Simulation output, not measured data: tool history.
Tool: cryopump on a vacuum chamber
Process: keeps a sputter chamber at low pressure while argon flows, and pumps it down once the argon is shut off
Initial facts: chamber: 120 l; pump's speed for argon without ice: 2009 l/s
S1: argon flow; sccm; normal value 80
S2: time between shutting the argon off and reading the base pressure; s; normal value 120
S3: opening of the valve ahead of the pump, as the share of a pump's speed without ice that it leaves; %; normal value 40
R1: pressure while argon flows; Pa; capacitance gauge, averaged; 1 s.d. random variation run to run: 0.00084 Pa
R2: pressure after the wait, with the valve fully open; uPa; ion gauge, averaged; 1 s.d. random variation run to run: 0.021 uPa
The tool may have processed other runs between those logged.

| run | hour | S1 | S2 | S3 | R1 | R2 |
|---|---|---|---|---|---|---|
| 1 | 0.0 | 80 | 120 | 40 | 0.1895 | 0.52 |
| 2 | 88.1 | 80 | 124 | 40 | 0.1953 | 0.53 |
| 3 | 160.7 | 80 | 120 | 40 | 0.1955 | 0.63 |
| 4 | 254.6 | 80 | 120 | 40 | 0.1985 | 0.67 |
|  | 311.9 | pump warmed up, emptied and cooled again |
| 5 | 311.9 | 80 | 120 | 40 | 0.1677 | 0.59 |
| 6 | 389.7 | 80 | 120 | 40 | 0.1706 | 0.57 |
| 7 | 485.6 | 80 | 120 | 40 | 0.1733 | 0.62 |
| 8 | 587.6 | 80 | 120 | 40 | 0.1741 | 0.66 |
| 9 | 706.4 | 80 | 73 | 40 | 0.1756 | 0.95 |
| 10 | 830.4 | 80 | 73 | 40 | 0.1788 | 0.98 |
| 11 | 907.7 | 80 | 73 | 40 | 0.1806 | 0.99 |
| 12 | 1004.3 | 80 | 73 | 40 | 0.1837 | 1.04 |
| 13 | 1099.5 | 80 | 120 | 40 | 0.1847 | 0.91 |
| 14 | 1190.9 | 80 | 120 | 40 | 0.1878 | 1.01 |
| 15 | 1307.5 | 80 | 120 | 53 | 0.1506 | 0.98 |
| 16 | 1420.9 | 80 | 120 | 53 | 0.1559 | 1.08 |
| 17 | 1535.7 | 80 | 120 | 53 | 0.1580 | 1.14 |
|  | 1645.2 | pump warmed up, emptied and cooled again |
| 18 | 1651.5 | 80 | 120 | 53 | 0.1280 | 0.96 |
| 19 | 1750.6 | 89 | 87 | 25 | 0.3037 | 1.06 |
| 20 | 1816.8 | 64 | 36 | 21 | 0.2584 | 1.71 |
| 21 | 1922.6 | 80 | 120 | 37 | 0.1886 | 0.99 |
| 22 | 2021.9 | 80 | 120 | 37 | 0.1900 | 1.08 |
| 23 | 2080.4 | 41 | 120 | 39 | 0.0932 | 1.14 |
| 24 | 2196.0 | 58 | 120 | 40 | 0.1308 | 1.21 |
| 25 | 2277.7 | 58 | 120 | 40 | 0.1310 | 1.25 |
| 26 | 2369.6 | 114 | 264 | 44 | 0.2403 | 1.14 |
| 27 | 2481.3 | 114 | 264 | 44 | 0.2437 | 1.21 |
| 28 | 2546.3 | 114 | 124 | 45 | 0.2405 | 1.39 |
| 29 | 2669.5 | 80 | 146 | 40 | 0.1914 | 1.39 |
| 30 | 2736.0 | 80 | 146 | 40 | 0.1923 | 1.53 |
| 31 | 2798.7 | 80 | 38 | 40 | 0.1954 | 2.37 |
| 32 | 2866.8 | 80 | 38 | 39 | 0.2013 | 2.29 |
| 33 | 2938.9 | 36 | 120 | 31 | 0.1112 | 1.71 |
|  | 2977.2 | pump warmed up, emptied and cooled again |
| 34 | 3044.8 | 158 | 147 | 40 | 0.3364 | 1.31 |
| 35 | 3103.3 | 80 | 208 | 40 | 0.1731 | 1.21 |

Predict each of these 3 candidate next runs independently; none follows another, all start after run 35:
| A | 3194.9 | 54 | 71 | 20 | ? | ? |
| B | 3194.9 | 80 | 208 | 44 | ? | ? |
| C | 3194.9 | 133 | 96 | 24 | ? | ? |

| run | R1 | R2 |
|---|---|---|
| A | 0.2301 | 1.65 |
| B | 0.1584 | 1.28 |
| C | 0.4757 | 1.50 |
The same runs, with their run-to-run variation unchanged, on a tool lacking any hidden condition would have given:
| run | R1 | R2 |
|---|---|---|
| A | 0.2266 | 0.72 |
| B | 0.1532 | 0.33 |
| C | 0.4670 | 0.54 |
